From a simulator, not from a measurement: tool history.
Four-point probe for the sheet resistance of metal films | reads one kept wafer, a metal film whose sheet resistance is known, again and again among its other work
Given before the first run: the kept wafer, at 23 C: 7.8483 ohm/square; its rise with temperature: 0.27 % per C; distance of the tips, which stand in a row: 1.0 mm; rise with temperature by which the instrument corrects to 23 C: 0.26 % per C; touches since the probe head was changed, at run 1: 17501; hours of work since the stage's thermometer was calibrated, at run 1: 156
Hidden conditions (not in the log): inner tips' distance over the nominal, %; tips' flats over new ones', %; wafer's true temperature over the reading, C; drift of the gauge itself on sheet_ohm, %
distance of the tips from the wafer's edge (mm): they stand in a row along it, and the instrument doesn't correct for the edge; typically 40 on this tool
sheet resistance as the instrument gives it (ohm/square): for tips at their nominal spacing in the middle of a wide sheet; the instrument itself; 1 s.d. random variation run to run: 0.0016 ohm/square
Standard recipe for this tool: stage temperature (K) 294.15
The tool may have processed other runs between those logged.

run    hour  stage temperature (K)  distance of the tips from the wafer's edge (mm)  touches since the probe head was changed  hours of work since the stage's thermometer was calibrated  sheet resistance as the instrument gives it (ohm/square)
  1       0                 294.15                                               40                                     17501                                                         156                                                  7.894934
  2   106.8                 294.15                                               11                                     22225                                                         221                                                  7.931146
  3   184.5                 294.15                                               11                                     25659                                                         269                                                  7.930904
  4   263.8                 294.15                                                5                                     29163                                                         317                                                  8.066669
  5   360.6                 294.15                                                5                                     33445                                                         377                                                  8.065697
  6   425.6                 294.15                                               32                                     36319                                                         417                                                  7.903436
  7   511.9                 294.15                                               32                                     40134                                                         470                                                  7.907069
  8   625.7                 302.15                                               40                                     45166                                                         539                                                  7.912376
  9     736                 302.15                                               40                                     50040                                                         607                                                  7.915031
 10   790.8                 302.15                                                5                                     52465                                                         641                                                  8.077483
 11   862.4                 302.15                                                5                                     55630                                                         684                                                  8.078035
 12   955.1                 294.15                                               38                                     59729                                                         741                                                  7.910872
 13  1013.1                 296.15                                               40                                     62291                                                         777                                                   7.91288
 14  1120.7                 294.15                                               40                                     67050                                                         843                                                  7.910569
 15  1226.4                 294.15                                               16                                     71720                                                         908                                                  7.924407
 16  1285.1                 294.15                                               16                                     74315                                                         944                                                  7.924579
 17  1394.1                 294.15                                               16                                     79136                                                        1010                                                  7.925071
 18  1466.5                 294.15                                               31                                     82338                                                        1055                                                  7.917213
 19  1542.8                 294.15                                               40                                     85709                                                        1102                                                  7.916463
 20  1608.3                 294.15                                               10                                     88606                                                        1142                                                  7.958318
 21  1725.6                 297.15                                               40                                     93792                                                        1214                                                  7.920255
 22  1829.8                 297.15                                               40                                     98398                                                        1277                                                  7.918075
 23  1879.3                 294.15                                               40                                    100590                                                        1308                                                  7.917658
 24  1980.4                 304.15                                               10                                    105060                                                        1370                                                  7.968398
 25  2042.3                 292.15                                                6                                    107792                                                        1408                                                  8.032059
 26  2092.6                 292.15                                                6                                    110017                                                        1439                                                  8.033821
 27  2204.7                 295.15                                               45                                    114976                                                        1507                                                  7.924638
 28    2259                 304.15                                                5                                    117374                                                        1541                                                  8.096164
 29  2354.9                 304.15                                                5                                    121613                                                        1599                                                  8.096568
 30  2464.4                 304.15                                                5                                    126458                                                        1667                                                  8.096829
 31  2514.3                 294.15                                               18                                    128661                                                        1697                                                  7.937842
 32  2606.1                 293.15                                                5                                    132723                                                        1753                                                  8.088444
 33  2674.7                 295.15                                               32                                    135753                                                        1795                                                  7.931176
 34  2771.3                 303.15                                                8                                    140024                                                        1855                                                  8.003525
 35    2856                 293.15                                               44                                    143769                                                        1907                                                  7.929045
 36  2938.3                 293.15                                               44                                    147409                                                        1957                                                  7.931961
 37  2987.1                 291.15                                               10                                    149566                                                        1987                                                  7.968021
 38    3098                 291.15                                               10                                    154470                                                        2055                                                  7.968994
 39  3200.8                 294.15                                               40                                    159012                                                        2118                                                  7.933546
 40  3256.9                 297.15                                                5                                    161492                                                        2152                                                  8.098295
 41  3336.7                 297.15                                               11                                    165022                                                        2201                                                  7.969481
 42  3395.2                 302.15                                               11                                    167607                                                        2237                                                  7.974156
 43  3465.5                 302.15                                               11                                    170717                                                        2280                                                  7.975736
 44  3544.3                 294.15                                                5                                    174201                                                        2329                                                   8.10181
 45    3609                 297.15                                                8                                    177058                                                        2368                                                  8.003184
 46  3684.3                 295.15                                               19                                    180391                                                        2414                                                  7.950727

Alternative continuations, all from the tool just after run 46; predict every row:
     3695.6  -- new probe head fitted
  A  3752.5                 294.15                                               19                                      2513                                                        2456                                                         ?
     3695.6  -- new probe head fitted
  B  3752.5                 291.15                                               19                                      2513                                                        2456                                                         ?
     3695.6  -- new probe head fitted
  C  3752.5                 292.15                                               24                                      2513                                                        2456                                                         ?

run  sheet resistance as the instrument gives it (ohm/square)
  A                                                  7.851973
  B                                                  7.851146
  C                                                  7.846108
The same runs, with their run-to-run variation unchanged, on a tool lacking any hidden condition would have given:
run  sheet resistance as the instrument gives it (ohm/square)
  A                                                  7.857246
  B                                                  7.856355
  C                                                  7.851335

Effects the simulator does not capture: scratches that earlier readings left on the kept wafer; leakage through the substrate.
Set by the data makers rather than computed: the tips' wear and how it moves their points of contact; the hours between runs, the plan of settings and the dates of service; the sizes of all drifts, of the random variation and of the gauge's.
